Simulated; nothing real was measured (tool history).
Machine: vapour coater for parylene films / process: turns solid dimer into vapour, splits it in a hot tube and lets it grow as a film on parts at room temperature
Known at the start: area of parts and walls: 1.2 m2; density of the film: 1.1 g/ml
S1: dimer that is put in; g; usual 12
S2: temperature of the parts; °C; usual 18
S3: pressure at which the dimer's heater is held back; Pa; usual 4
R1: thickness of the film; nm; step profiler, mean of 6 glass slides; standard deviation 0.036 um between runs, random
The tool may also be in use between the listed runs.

Run 1, hour 0: usual settings. Result: R1 5160 nm.
Run 2, hour 7.2: usual settings but S3 5.66 Pa. Result: R1 4930 nm.
Run 3, hour 20.9: usual settings but S3 5.66 Pa. Result: R1 4900 nm.
Run 4, hour 31: usual settings but S3 5.66 Pa. Result: R1 4920 nm.
Run 5, hour 43.3: usual settings but S3 4.97 Pa. Result: R1 4970 nm.
At hour 49: trap's valve overhauled.
Run 6, hour 61.2: usual settings but S3 4.97 Pa. Result: R1 4580 nm.
Run 7, hour 77: usual settings but S3 4.97 Pa. Result: R1 4570 nm.
Run 8, hour 88.6: usual settings but S3 4.97 Pa. Result: R1 4520 nm.
At hour 99: trap's valve overhauled, once more.
Run 9, hour 104.3: usual settings but S1 6 g, S3 4.97 Pa. Result: R1 2750 nm.
Run 10, hour 112.1: usual settings but S1 6 g, S3 4.97 Pa. Result: R1 2750 nm.
Run 11, hour 125.1: usual settings but S1 22 g, S2 25 °C. Result: R1 7250 nm.

Branching from run 11: 4 alternative next runs. What would each branch give?
Run A, hour 132.4: usual settings but S1 9 g, S2 11 °C, S3 8.3 Pa. Result: R1 ?.
Run B, hour 132.4: usual settings but S2 11 °C. Result: R1 ?.
Run C, hour 132.4: usual settings but S1 20 g, S2 25 °C, S3 4.23 Pa. Result: R1 ?.
Run D, hour 132.4: usual settings but S1 16 g. Result: R1 ?.

run    R1
  A  5550
  B  7880
  C  6570
  D  7450
Had the tool no hidden state, the same runs would have come out as:
run    R1
  A  5500
  B  7790
  C  6500
  D  7370

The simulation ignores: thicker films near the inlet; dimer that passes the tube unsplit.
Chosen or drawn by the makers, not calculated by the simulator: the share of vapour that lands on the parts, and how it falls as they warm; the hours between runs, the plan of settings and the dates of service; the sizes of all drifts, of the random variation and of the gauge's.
